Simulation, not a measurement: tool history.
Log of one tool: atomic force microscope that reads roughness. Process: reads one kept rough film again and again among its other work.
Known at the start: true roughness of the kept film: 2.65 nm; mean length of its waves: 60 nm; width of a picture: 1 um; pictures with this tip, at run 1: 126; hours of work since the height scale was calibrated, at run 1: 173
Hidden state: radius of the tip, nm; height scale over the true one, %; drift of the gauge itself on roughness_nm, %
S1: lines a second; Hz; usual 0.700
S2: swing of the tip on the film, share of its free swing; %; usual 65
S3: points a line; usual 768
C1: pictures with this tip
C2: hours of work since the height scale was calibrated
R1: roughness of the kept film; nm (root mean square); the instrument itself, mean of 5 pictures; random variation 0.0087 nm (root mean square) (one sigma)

run    day     S1  S2   S3   C1   C2     R1
  1  0.000  0.700  65  768  126  173  2.440
  2  0.292  0.700  65  768  132  177  2.422
  3  0.754  0.700  65  768  142  183  2.412
  4  1.125  0.700  65  768  149  188  2.417
  5  1.600  0.700  65  410  159  194  2.400
  6  1.967  0.700  65  410  166  198  2.413
  7  2.338  0.700  58  768  174  203  2.421
  8  2.900  0.700  82  768  185  210  2.319
  9  3.529  0.700  82  768  198  218  2.302
 10  3.979  0.700  82  768  207  224  2.308
 11  4.350  0.700  76  768  215  229  2.323
 12  4.650  0.700  65  292  221  232  2.360
 13  4.954  0.700  65  292  227  236  2.373
 14  5.433  2.138  65  857  237  242  2.250
 15  5.754  2.575  65  764  244  246  2.245
 16  6.071  1.596  62  320  250  250  2.318
 17  6.700  1.596  62  320  263  258  2.295
 18  7.321  0.700  79  341  276  266  2.269
 19  7.704  3.846  70  472  283  271  2.037
 20  8.021  3.846  70  472  290  275  2.062
 21  8.400  2.518  62  983  298  280  2.238

Forecast each of these 3 alternatives for the next run:
  A  8.758  1.524  62  983  305  285   ?
  B  8.758  0.684  65  465  305  285   ?
  C  8.758  0.615  74  317  305  285   ?

run     R1
  A  2.290
  B  2.324
  C  2.294
Without the tool's hidden state the same runs would have given:
run     R1
  A  2.477
  B  2.513
  C  2.481

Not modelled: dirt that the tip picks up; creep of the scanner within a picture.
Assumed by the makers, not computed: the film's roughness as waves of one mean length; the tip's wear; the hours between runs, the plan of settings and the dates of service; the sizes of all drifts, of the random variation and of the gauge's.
